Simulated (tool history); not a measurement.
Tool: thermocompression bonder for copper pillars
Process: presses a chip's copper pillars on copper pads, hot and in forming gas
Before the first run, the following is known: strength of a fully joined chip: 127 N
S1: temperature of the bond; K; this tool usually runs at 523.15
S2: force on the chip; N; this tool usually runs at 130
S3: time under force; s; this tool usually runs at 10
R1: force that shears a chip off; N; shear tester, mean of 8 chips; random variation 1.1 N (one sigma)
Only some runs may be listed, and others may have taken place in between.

run 1 hour=0.0 | S1=523.15 S2=130 S3=10 | R1=84.2
run 2 hour=6.3 | S1=523.15 S2=130 S3=10 | R1=81.4
run 3 hour=16.0 | S1=523.15 S2=130 S3=10 | R1=80.7
run 4 hour=27.2 | S1=523.15 S2=130 S3=8 | R1=76.7
run 5 hour=38.7 | S1=523.15 S2=130 S3=8 | R1=76.6
run 6 hour=45.9 | S1=523.15 S2=130 S3=10 | R1=81.7
-- hour=48.3 forming gas filter changed
run 7 hour=57.9 | S1=523.15 S2=130 S3=10 | R1=91.7
run 8 hour=68.9 | S1=523.15 S2=130 S3=6 | R1=79.8
run 9 hour=78.5 | S1=523.15 S2=130 S3=15 | R1=101.2
run 10 hour=91.3 | S1=523.15 S2=130 S3=15 | R1=99.4
run 11 hour=105.6 | S1=523.15 S2=117 S3=10 | R1=86.8
run 12 hour=119.0 | S1=523.15 S2=117 S3=10 | R1=88.5
run 13 hour=126.2 | S1=523.15 S2=117 S3=10 | R1=83.6
run 14 hour=134.8 | S1=523.15 S2=130 S3=13 | R1=96.4
run 15 hour=146.5 | S1=523.15 S2=130 S3=13 | R1=97.8
run 16 hour=154.2 | S1=544.15 S2=156 S3=10 | R1=109.9
run 17 hour=167.4 | S1=515.15 S2=148 S3=21 | R1=105.5
run 18 hour=177.3 | S1=494.15 S2=94 S3=7 | R1=43.5
run 19 hour=188.0 | S1=494.15 S2=94 S3=7 | R1=44.6
run 20 hour=194.6 | S1=546.15 S2=130 S3=10 | R1=105.6
run 21 hour=201.2 | S1=494.15 S2=152 S3=25 | R1=92.7
run 22 hour=214.6 | S1=529.15 S2=113 S3=6 | R1=78.4

For run 23, what comes out?
run 23 hour=225.0 | S1=529.15 S2=113 S3=6 | R1=?

R1: 76.9 N
Without the tool's hidden state the same run would have given R1 80.4 N.
